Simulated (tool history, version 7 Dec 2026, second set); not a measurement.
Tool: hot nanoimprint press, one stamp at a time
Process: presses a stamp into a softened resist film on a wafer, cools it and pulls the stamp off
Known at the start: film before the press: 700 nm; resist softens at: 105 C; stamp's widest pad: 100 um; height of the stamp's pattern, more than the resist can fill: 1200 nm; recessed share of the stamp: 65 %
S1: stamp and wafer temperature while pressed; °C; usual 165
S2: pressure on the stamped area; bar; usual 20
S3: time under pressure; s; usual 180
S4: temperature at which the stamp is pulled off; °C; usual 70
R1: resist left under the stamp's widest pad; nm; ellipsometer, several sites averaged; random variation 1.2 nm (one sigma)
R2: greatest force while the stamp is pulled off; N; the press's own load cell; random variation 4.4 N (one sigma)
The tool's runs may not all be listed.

| run | hour | S1 | S2 | S3 | S4 | R1 | R2 |
|---|---|---|---|---|---|---|---|
| 1 | 0 | 165 | 20 | 180 | 70 | 390.8 | 217 |
| 2 | 10.2 | 165 | 20 | 180 | 70 | 393.4 | 224 |
| 3 | 17.4 | 159 | 20 | 180 | 70 | 470.9 | 228 |
| 4 | 22.8 | 159 | 20 | 180 | 70 | 469.2 | 228 |
| 5 | 32.4 | 165 | 20 | 180 | 70 | 389.5 | 223 |
| 6 | 39.1 | 176 | 20 | 180 | 70 | 269.5 | 233 |
| 7 | 48.7 | 162 | 20 | 180 | 70 | 432.6 | 233 |
| 8 | 57 | 167 | 20 | 180 | 70 | 367.5 | 240 |
| 9 | 62.2 | 167 | 20 | 180 | 70 | 368.4 | 236 |
| 10 | 72.1 | 167 | 20 | 180 | 70 | 368.1 | 241 |
| 11 | 78.2 | 167 | 20 | 180 | 70 | 367.5 | 234 |
| 12 | 83.5 | 165 | 20 | 180 | 70 | 390.6 | 240 |
| 13 | 91 | 165 | 18.5 | 180 | 70 | 405.6 | 238 |
| 14 | 95.7 | 165 | 18.5 | 180 | 70 | 405.4 | 246 |
| 15 | 100.9 | 165 | 18.5 | 180 | 70 | 405.2 | 247 |
| 16 | 107.9 | 165 | 18.5 | 180 | 70 | 405.9 | 248 |
| 17 | 118.1 | 162 | 20 | 180 | 70 | 432.7 | 246 |
| 18 | 128.8 | 173 | 13.5 | 152 | 78 | 375.5 | 207 |
|  | 132.8 | plate thermocouple calibrated |
| 19 | 136.6 | 173 | 13.5 | 295 | 78 | 296.6 | 202 |
| 20 | 142.2 | 173 | 24.5 | 121 | 69 | 324.3 | 264 |
| 21 | 152.4 | 172 | 24 | 334 | 60 | 224.8 | 328 |
| 22 | 157.6 | 173 | 13.6 | 209 | 71 | 337 | 249 |
| 23 | 168.8 | 173 | 14.1 | 209 | 71 | 332.2 | 252 |
| 24 | 175.7 | 173 | 14.1 | 209 | 71 | 333.8 | 268 |
| 25 | 183.2 | 173 | 22.8 | 242 | 71 | 255.5 | 269 |
| 26 | 189 | 173 | 22.8 | 242 | 71 | 253.9 | 263 |
| 27 | 194 | 165 | 16.8 | 180 | 70 | 423.2 | 265 |
|  | 200.1 | plate thermocouple calibrated, once more |
| 28 | 204.3 | 165 | 19.5 | 180 | 69 | 398.3 | 287 |
| 29 | 215 | 166 | 12.3 | 326 | 69 | 373.9 | 283 |

Forecast each of these 3 alternatives for the next run:
| A | 221.5 | 166 | 12.3 | 283 | 69 | ? | ? |
| B | 221.5 | 165 | 12.6 | 356 | 75 | ? | ? |
| C | 221.5 | 157 | 21.8 | 326 | 64 | ? | ? |

| run | R1 | R2 |
|---|---|---|
| A | 391.3 | 282 |
| B | 370.9 | 250 |
| C | 413.7 | 321 |
Without the tool's hidden state the same runs would have given:
| run | R1 | R2 |
|---|---|---|
| A | 387.3 | 217 |
| B | 366.8 | 193 |
| C | 407.3 | 247 |

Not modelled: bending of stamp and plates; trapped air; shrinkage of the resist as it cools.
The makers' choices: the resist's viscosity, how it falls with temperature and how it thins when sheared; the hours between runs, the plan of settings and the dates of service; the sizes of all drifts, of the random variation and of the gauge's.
